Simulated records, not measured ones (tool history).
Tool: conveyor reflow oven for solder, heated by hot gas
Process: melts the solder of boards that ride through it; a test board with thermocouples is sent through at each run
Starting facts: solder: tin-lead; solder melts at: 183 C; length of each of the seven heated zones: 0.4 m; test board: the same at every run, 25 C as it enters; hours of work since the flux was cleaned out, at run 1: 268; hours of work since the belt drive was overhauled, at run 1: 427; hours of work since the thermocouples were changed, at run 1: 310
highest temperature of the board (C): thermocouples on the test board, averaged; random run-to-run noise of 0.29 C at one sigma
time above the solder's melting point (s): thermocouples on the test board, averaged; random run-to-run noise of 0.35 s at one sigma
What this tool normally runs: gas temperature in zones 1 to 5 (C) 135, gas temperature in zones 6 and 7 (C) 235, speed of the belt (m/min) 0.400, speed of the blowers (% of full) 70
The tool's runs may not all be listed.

run,day,gas temperature in zones 1 to 5 (C),gas temperature in zones 6 and 7 (C),speed of the belt (m/min),speed of the blowers (% of full),hours of work since the flux was cleaned out,hours of work since the belt drive was overhauled,hours of work since the thermocouples were changed,highest temperature of the board (C),time above the solder's melting point (s)
1,0.000,135,235,0.400,70,268,427,310,220.2,93.7
2,2.117,135,235,0.400,70,292,451,333,219.7,93.1
3,4.312,135,235,0.400,70,316,475,357,219.1,93.2
4,6.788,135,235,0.400,70,343,502,385,218.9,92.7
# day 7.133: flux residue cleaned out of gas plates and filters
5,9.692,135,235,0.400,70,28,532,414,221.2,95.3
6,10.917,135,235,0.379,70,42,545,428,222.8,102.9
7,12.983,135,235,0.379,70,64,568,450,221.9,102.6
8,15.342,140,228,0.400,64,90,594,476,214.7,90.6
9,17.162,140,233,0.399,64,110,614,497,218.7,95.4
10,18.983,140,233,0.399,64,130,634,517,218.5,95.2
11,21.750,142,234,0.400,70,161,665,547,220.6,98.2
12,23.200,142,234,0.400,70,177,680,563,220.7,98.2
13,24.692,127,224,0.382,70,193,697,579,210.1,82.2

Some steps in highest temperature of the board (C), run to run, broken into two amounts with sign: the step expected even without the hidden condition (settings, incoming material, random variation), and the rest, left for the hidden condition together with whatever gauge scatter is not in both the measured and the hidden-condition-free result:
The hidden state here: heat that the gas passes to the board, % of a clean oven's; belt's true speed, % of the reading; true gas temperature in zones 6 and 7 over the reading, C; drift of the gauge itself on peak_c, C; drift of the gauge itself on liquid_s, %.
Run 4 -> 5: flux residue cleaned out of gas plates and filters. highest temperature of the board (C) +2.3: hidden state +1.5, all else +0.8.
Run 12 -> 13: gas temperature in zones 1 to 5 (C) 142 -> 127, gas temperature in zones 6 and 7 (C) 234 -> 224, speed of the belt (m/min) 0.400 -> 0.382. highest temperature of the board (C) -10.6: hidden state -0.1, all else -10.5.

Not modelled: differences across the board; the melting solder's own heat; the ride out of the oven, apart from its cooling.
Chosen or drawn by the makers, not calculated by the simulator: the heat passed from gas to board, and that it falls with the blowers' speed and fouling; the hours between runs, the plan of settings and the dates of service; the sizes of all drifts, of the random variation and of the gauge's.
